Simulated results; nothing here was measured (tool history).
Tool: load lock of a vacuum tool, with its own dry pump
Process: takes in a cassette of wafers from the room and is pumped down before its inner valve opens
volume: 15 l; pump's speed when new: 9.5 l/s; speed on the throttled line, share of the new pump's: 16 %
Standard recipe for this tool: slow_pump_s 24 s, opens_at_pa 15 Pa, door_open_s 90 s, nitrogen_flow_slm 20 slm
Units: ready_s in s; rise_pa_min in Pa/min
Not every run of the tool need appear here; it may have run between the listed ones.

run    hour  slow_pump_s  opens_at_pa  door_open_s  nitrogen_flow_slm  incoming humidity of the room's air, %  ready_s  rise_pa_min
  1     0.0           24           15           90                 20                                    44.4     34.5        0.075
  2   141.8           35           15           90                 20                                    41.1     44.3        0.074
  3   294.4           19           15           90                 20                                    43.4     30.4        0.079
  4   433.0           19           15           90                 22                                    45.9     30.6        0.076
  5   648.9           16           15           90                 22                                    44.3     28.0        0.082
  6   845.9           37           15           90                 20                                    41.6     45.4        0.082
  7  1071.9           37           15           90                 20                                    44.1     45.9        0.082
  8  1317.5           24           15           90                 20                                    46.6     35.3        0.087
  9  1433.4           24           15           90                 32                                    46.6     35.2        0.083
 10  1594.3           24           23           90                 20                                    44.1     34.4        0.088
 11  1850.2           24           12           90                 20                                    44.8     35.2        0.090
 12  2104.4           24           12           90                 20                                    39.7     35.4        0.092
 13  2318.4           24           15           90                 20                                    43.0     34.7        0.101
 14  2549.0           24           15           90                  6                                    43.1     34.9        0.119
 15  2722.0           24           15           90                  6                                    46.5     35.1        0.127
 16  2870.7           24           15           90                  6                                    45.9     33.9        0.119
 17  3036.8           24           15           90                 20                                    43.0     35.1        0.110
 18  3210.0           24           15           90                 20                                    48.3     34.9        0.113
 19  3406.3           24           15           90                 20                                    46.9     34.8        0.113
 20  3627.1           24           15          156                 11                                    45.2     34.9        0.156
 21  3829.7           24           15          156                 11                                    47.1     35.0        0.154
 22  4013.9           24           15          156                 11                                    46.1     35.2        0.163
 23  4144.4           15           12           54                 20                                    46.4     28.7        0.109
 24  4335.1           15           18           54                 20                                    41.8     28.0        0.110
 25  4473.6           36           16           90                 20                                    47.4     46.2        0.133
 26  4707.3           17           14           90                 20                                    44.5     29.8        0.125
 27  4850.9           38           24          123                 25                                    46.9     45.9        0.150
 28  4991.8           38           24          123                 25                                    42.9     47.0        0.136
 29  5246.1           38           24          123                 25                                    51.2     47.8        0.155
 30  5383.9           37           24          123                  4                                    46.9     45.6        0.184
 31  5538.9           37           24          123                  4                                    42.6     45.2        0.173
 32  5791.2           17           25          134                  6                                    44.2     29.1        0.178
 33  5969.5           35           29           90                 20                                    41.9     42.9        0.148
 34  6076.5           35           29           90                 20                                    42.8     43.8        0.146
 35  6251.3           20           11           90                 20                                    45.4     33.3        0.151
 36  6362.2           24           15           25                 15                                    39.6     36.7        0.130

Alternative continuations, all from the tool just after run 36; predict every row:
  A  6554.7           24           20          206                 41                                    46.7        ?            ?
  B  6554.7           24           19           31                 15                                    42.8        ?            ?
  C  6554.7           24           15           72                 15                                    41.5        ?            ?
  D  6554.7           23           15           25                 15                                    48.6        ?            ?
  E  6554.7           24           12           25                 15                                    42.5        ?            ?

run  ready_s  rise_pa_min
  A     35.2        0.170
  B     35.4        0.134
  C     36.0        0.152
  D     34.7        0.133
  E     36.3        0.131
With no hidden state in the tool, these same runs would have given:
run  ready_s  rise_pa_min
  A     33.4        0.068
  B     33.6        0.034
  C     34.1        0.050
  D     32.8        0.032
  E     34.4        0.030
